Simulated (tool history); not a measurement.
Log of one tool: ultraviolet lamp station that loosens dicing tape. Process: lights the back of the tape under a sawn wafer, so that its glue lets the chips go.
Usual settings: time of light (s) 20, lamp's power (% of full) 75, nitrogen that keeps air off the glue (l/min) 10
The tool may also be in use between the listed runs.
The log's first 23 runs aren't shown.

run	day	time of light (s)	lamp's power (% of full)	nitrogen that keeps air off the glue (l/min)	force that peels the tape off (N)	light that reached the tape (J/m2)
24	18.529	20	100	4	1.655	2960
25	19.521	20	86	4	2.155	2520
26	20.308	20	86	4	2.295	2530
27	21.108	20	81	10	1.311	2370
28	21.862	20	81	10	1.392	2320
29	22.921	20	81	15	1.041	2270
30	23.662	34	76	11	0.498	3600
31	24.271	28	62	11	1.221	2390
32	25.321	13	75	7	3.707	1310
33	25.754	11	99	6	3.58	1480
34	26.671	11	99	6	3.531	1490
35	27.662	24	75	18	0.854	2380
36	28.138	22	69	8	2.086	1960
37	28.808	11	82	13	3.325	1190
# day 29.592: window cleaned of glue's vapour
38	29.892	11	82	13	3.064	1250
39	30.65	12	75	3	5.055	1260
40	31.621	20	68	10	1.903	1900
41	32.662	20	68	10	2.041	1860
42	33.296	20	90	10	1.259	2450
43	34.288	15	64	16	2.676	1320

Forecast each of these 3 alternatives for the next run:
A	34.738	19	64	16	?	?
B	34.738	23	76	4	?	?
C	34.738	28	87	3	?	?

run	force that peels the tape off (N)	light that reached the tape (J/m2)
A	1.969	1650
B	2.502	2340
C	1.871	3260
Without the tool's hidden state the same runs would have given:
run	force that peels the tape off (N)	light that reached the tape (J/m2)
A	0.908	2460
B	1.27	3530
C	0.841	4910
